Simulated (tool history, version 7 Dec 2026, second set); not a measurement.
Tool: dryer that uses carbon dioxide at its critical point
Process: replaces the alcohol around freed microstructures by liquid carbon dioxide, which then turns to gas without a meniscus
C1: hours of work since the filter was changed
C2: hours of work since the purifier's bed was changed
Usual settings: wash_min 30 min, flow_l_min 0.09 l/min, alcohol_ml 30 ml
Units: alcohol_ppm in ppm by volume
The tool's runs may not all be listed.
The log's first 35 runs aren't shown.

Run 36, day 10.862: usual settings but wash_min 36 min, alcohol_ml 94 ml; C1 6; C2 381. Result: alcohol_ppm 2065 ppm by volume.
Run 37, day 11.15: usual settings but wash_min 27 min, flow_l_min 0.065 l/min, alcohol_ml 22 ml; C1 11; C2 386. Result: alcohol_ppm 3766 ppm by volume.
Run 38, day 11.342: usual settings but wash_min 27 min, flow_l_min 0.0898 l/min, alcohol_ml 29 ml; C1 15; C2 390. Result: alcohol_ppm 1969 ppm by volume.
Run 39, day 11.588: usual settings but wash_min 19 min, flow_l_min 0.0829 l/min, alcohol_ml 38 ml; C1 20; C2 395. Result: alcohol_ppm 8359 ppm by volume.
Run 40, day 11.929: usual settings but wash_min 19 min, flow_l_min 0.1017 l/min, alcohol_ml 35 ml; C1 26; C2 401. Result: alcohol_ppm 4911 ppm by volume.
Run 41, day 12.288: usual settings but wash_min 31 min, flow_l_min 0.112 l/min, alcohol_ml 61 ml; C1 33; C2 408. Result: alcohol_ppm 1104 ppm by volume.
Run 42, day 12.521: usual settings but wash_min 31 min, flow_l_min 0.0974 l/min, alcohol_ml 67 ml; C1 38; C2 413. Result: alcohol_ppm 2280 ppm by volume.
Run 43, day 12.925: usual settings but wash_min 31 min, flow_l_min 0.0974 l/min, alcohol_ml 67 ml; C1 46; C2 420. Result: alcohol_ppm 2276 ppm by volume.
Run 44, day 13.362: usual settings but wash_min 31 min, flow_l_min 0.0974 l/min, alcohol_ml 67 ml; C1 54; C2 429. Result: alcohol_ppm 2394 ppm by volume.
Run 45, day 13.571: usual settings but wash_min 33 min, alcohol_ml 71 ml; C1 58; C2 433. Result: alcohol_ppm 2690 ppm by volume.
Run 46, day 14.008: usual settings but wash_min 33 min, alcohol_ml 71 ml; C1 66; C2 441. Result: alcohol_ppm 2795 ppm by volume.

Forecast each of these 3 alternatives for the next run:
Run A, day 14.317: usual settings but wash_min 35 min, alcohol_ml 31 ml; C1 72; C2 447. Result: alcohol_ppm ?.
Run B, day 14.317: usual settings but wash_min 44 min, alcohol_ml 60 ml; C1 72; C2 447. Result: alcohol_ppm ?.
Run C, day 14.317: usual settings but wash_min 41 min, alcohol_ml 73 ml; C1 72; C2 447. Result: alcohol_ppm ?.

run  alcohol_ppm
  A         1047
  B          709
  C         1182
Without the tool's hidden state the same runs would have given:
run  alcohol_ppm
  A          728
  B          445
  C          790
